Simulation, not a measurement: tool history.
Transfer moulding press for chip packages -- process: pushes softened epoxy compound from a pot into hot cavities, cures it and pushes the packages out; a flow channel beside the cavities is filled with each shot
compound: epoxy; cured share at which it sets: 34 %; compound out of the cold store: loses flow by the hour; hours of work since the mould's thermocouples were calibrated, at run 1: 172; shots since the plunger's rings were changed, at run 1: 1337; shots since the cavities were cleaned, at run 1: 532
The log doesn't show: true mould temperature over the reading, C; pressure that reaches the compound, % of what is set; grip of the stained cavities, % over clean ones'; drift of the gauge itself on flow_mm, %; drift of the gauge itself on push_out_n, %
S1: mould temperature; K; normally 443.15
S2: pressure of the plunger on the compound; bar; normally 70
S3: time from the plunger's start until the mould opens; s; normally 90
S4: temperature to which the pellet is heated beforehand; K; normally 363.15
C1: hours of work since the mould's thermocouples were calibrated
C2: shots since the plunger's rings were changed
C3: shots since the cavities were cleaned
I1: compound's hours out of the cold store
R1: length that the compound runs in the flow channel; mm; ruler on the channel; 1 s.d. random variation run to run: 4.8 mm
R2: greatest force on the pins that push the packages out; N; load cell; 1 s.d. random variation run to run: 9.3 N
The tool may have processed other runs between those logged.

run,hour,S1,S2,S3,S4,C1,C2,C3,I1,R1,R2
1,0,443.15,70,90,363.15,172,1337,532,14.9,533,655
# hour 2.1: cavities cleaned with cleaning compound and waxed
2,6.8,443.15,70,90,358.15,176,1407,62,24.2,513,711
3,13.6,443.15,70,90,358.15,181,1497,152,43.6,459,701
4,22.6,443.15,70,90,358.15,187,1616,271,8.1,565,760
5,27.6,443.15,70,90,358.15,190,1682,337,34.1,474,705
6,36.4,443.15,72.3,90,358.15,196,1798,453,27.3,505,741
7,41,443.15,70,90,363.15,200,1858,513,46.2,432,709
# hour 44.5: cavities cleaned with cleaning compound and waxed
8,49.5,443.15,70,90,368.15,204,1950,65,34.6,464,462
9,58.8,443.15,70,90,368.15,211,2073,188,24.9,497,527
# hour 61.1: cavities cleaned with cleaning compound and waxed, once more
10,70.4,443.15,70,90,363.15,218,2206,122,27.9,493,498
11,78.8,443.15,85.4,90,363.15,224,2317,233,23.1,561,538
12,87.1,443.15,70,90,363.15,230,2426,342,29.3,484,589
13,96,450.15,70,90,363.15,236,2543,459,41.1,429,497
# hour 103.6: cavities cleaned with cleaning compound and waxed
14,106.5,443.15,70,120,363.15,242,2662,39,10.5,552,372
15,112.9,450.15,70,80,371.15,246,2747,124,29,470,446
16,118.6,450.15,70,80,371.15,250,2822,199,26.7,468,476
17,128.5,443.15,66.1,77,363.15,257,2952,329,25.8,477,769
18,133.1,443.15,66.1,77,367.15,260,3012,389,35.8,446,778
19,141.7,445.15,66.1,77,367.15,266,3126,503,19.2,499,740
# hour 145.9: cavities cleaned with cleaning compound and waxed
20,150.9,443.15,57.4,111,363.15,272,3227,65,10.6,492,427
21,161,443.15,64,106,360.15,279,3360,198,33.6,446,469
22,171.1,438.15,70,121,363.15,286,3494,332,41.8,452,534
23,176.5,445.15,74.3,116,363.15,290,3564,402,24.5,506,505
24,183.8,440.15,70,105,369.15,295,3662,500,30.3,485,593
# hour 188.3: cavities cleaned with cleaning compound and waxed
25,193.3,440.15,70,105,369.15,300,3767,66,36.3,464,443
26,197.8,440.15,70,105,369.15,303,3825,124,41.1,446,457
27,203.7,445.15,66.2,101,362.15,307,3904,203,37.8,434,443
28,209.4,445.15,66.2,101,362.15,311,3979,278,17,487,479

For each entry between runs, how does the tool's hidden state at the last listed run before it compare with that at the first listed run after it?
After run 1, before run 2: cavities cleaned with cleaning compound and waxed (hour 2.1)
  pressure that reaches the compound, % of what is set: 96.24 -> 96.06; grip of the stained cavities, % over clean ones': 48.5 -> 62.7
  the result without the hidden state subtracted from the measured one, R1: -10 -> -10 mm; R2: +216 -> +279 N
After run 7, before run 8: cavities cleaned with cleaning compound and waxed (hour 44.5)
  true mould temperature over the reading, C: -0.22 -> -0.23; pressure that reaches the compound, % of what is set: 94.88 -> 94.64; grip of the stained cavities, % over clean ones': 71.1 -> 9.8
  the result without the hidden state subtracted from the measured one, R1: -11 -> -13 mm; R2: +298 -> +46 N
After run 9, before run 10: cavities cleaned with cleaning compound and waxed, once more (hour 61.1)
  true mould temperature over the reading, C: -0.24 -> -0.25; pressure that reaches the compound, % of what is set: 94.34 -> 94; grip of the stained cavities, % over clean ones': 22.4 -> 14.1
  the result without the hidden state subtracted from the measured one, R1: -14 -> -15 mm; R2: +102 -> +66 N
After run 13, before run 14: cavities cleaned with cleaning compound and waxed (hour 103.6)
  true mould temperature over the reading, C: -0.27 -> -0.28; pressure that reaches the compound, % of what is set: 93.11 -> 92.79; grip of the stained cavities, % over clean ones': 41 -> 7.4
  the result without the hidden state subtracted from the measured one, R1: -15 -> -20 mm; R2: +147 -> +28 N
After run 19, before run 20: cavities cleaned with cleaning compound and waxed (hour 145.9)
  true mould temperature over the reading, C: -0.32 -> -0.33; pressure that reaches the compound, % of what is set: 91.62 -> 91.35; grip of the stained cavities, % over clean ones': 44.5 -> 11.9
  the result without the hidden state subtracted from the measured one, R1: -22 -> -21 mm; R2: +238 -> +48 N
After run 24, before run 25: cavities cleaned with cleaning compound and waxed (hour 188.3)
  pressure that reaches the compound, % of what is set: 90.18 -> 89.9; grip of the stained cavities, % over clean ones': 45.3 -> 8.6
  the result without the hidden state subtracted from the measured one, R1: -25 -> -24 mm; R2: +189 -> +40 N
